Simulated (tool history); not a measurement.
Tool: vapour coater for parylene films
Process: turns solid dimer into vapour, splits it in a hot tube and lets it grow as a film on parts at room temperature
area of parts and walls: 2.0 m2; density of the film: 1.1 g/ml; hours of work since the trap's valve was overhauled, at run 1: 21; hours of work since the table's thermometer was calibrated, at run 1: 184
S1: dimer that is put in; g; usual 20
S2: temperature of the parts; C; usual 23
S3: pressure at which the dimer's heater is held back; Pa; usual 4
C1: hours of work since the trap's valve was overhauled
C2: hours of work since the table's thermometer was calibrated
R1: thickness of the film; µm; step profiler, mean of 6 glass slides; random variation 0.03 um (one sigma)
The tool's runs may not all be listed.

| run | day | S1 | S2 | S3 | C1 | C2 | R1 |
|---|---|---|---|---|---|---|---|
| 1 | 0 | 20 | 23 | 4 | 21 | 184 | 4.49 |
| 2 | 0.596 | 20 | 23 | 2.4 | 28 | 191 | 4.86 |
| 3 | 1.325 | 20 | 23 | 2.4 | 36 | 199 | 4.84 |
| 4 | 1.946 | 20 | 23 | 10.34 | 43 | 207 | 3.87 |
| 5 | 2.875 | 20 | 19 | 4 | 54 | 217 | 5.16 |
| 6 | 3.992 | 20 | 19 | 4 | 67 | 230 | 5.09 |
| 7 | 4.754 | 20 | 19 | 4 | 76 | 239 | 5.06 |
| 8 | 6.117 | 20 | 19 | 4 | 91 | 255 | 5.08 |
| 9 | 6.838 | 20 | 19 | 4 | 100 | 263 | 5.02 |
| 10 | 7.608 | 20 | 23 | 4 | 109 | 272 | 4.33 |
| 11 | 8.954 | 20 | 23 | 4 | 124 | 287 | 4.3 |
| 12 | 10.088 | 20 | 23 | 4 | 137 | 301 | 4.28 |
| 13 | 10.796 | 20 | 23 | 4 | 145 | 309 | 4.29 |
| 14 | 11.512 | 20 | 18 | 4 | 154 | 317 | 5.07 |
| 15 | 12.662 | 28 | 15 | 3.65 | 167 | 330 | 8.01 |
| 16 | 13.342 | 11 | 27 | 8.83 | 175 | 338 | 1.76 |
| 17 | 14.696 | 31 | 27 | 2.18 | 190 | 354 | 6.08 |
| 18 | 15.458 | 22 | 16 | 5.27 | 199 | 363 | 5.66 |
| 19 | 16.679 | 22 | 16 | 5.27 | 213 | 377 | 5.66 |
| 20 | 17.492 | 27 | 23 | 10.57 | 223 | 386 | 4.8 |
| 21 | 18.342 | 27 | 23 | 10.57 | 233 | 396 | 4.82 |
| 22 | 19.383 | 27 | 23 | 10.57 | 245 | 408 | 4.67 |
|  | 20.312 | trap's valve overhauled |
| 23 | 20.662 | 19 | 23 | 9.81 | 4 | 421 | 3.8 |
| 24 | 21.962 | 20 | 23 | 8.94 | 19 | 436 | 4.01 |
| 25 | 23.217 | 20 | 23 | 8.94 | 34 | 450 | 3.99 |
| 26 | 24.188 | 17 | 29 | 4 | 45 | 462 | 3.03 |
| 27 | 25.162 | 17 | 29 | 4 | 56 | 473 | 3.03 |

4 ways to go on from here, each from the tool as it stands after run 27. What would each give?
| A | 26.254 | 23 | 23 | 2 | 69 | 485 | ? |
| B | 26.254 | 17 | 23 | 6.19 | 69 | 485 | ? |
| C | 26.254 | 21 | 23 | 4 | 69 | 485 | ? |
| D | 26.254 | 15 | 29 | 4 | 69 | 485 | ? |

| run | R1 |
|---|---|
| A | 5.63 |
| B | 3.49 |
| C | 4.6 |
| D | 2.65 |
Without the tool's hidden state the same runs would have given:
| run | R1 |
|---|---|
| A | 5.81 |
| B | 3.59 |
| C | 4.74 |
| D | 2.73 |

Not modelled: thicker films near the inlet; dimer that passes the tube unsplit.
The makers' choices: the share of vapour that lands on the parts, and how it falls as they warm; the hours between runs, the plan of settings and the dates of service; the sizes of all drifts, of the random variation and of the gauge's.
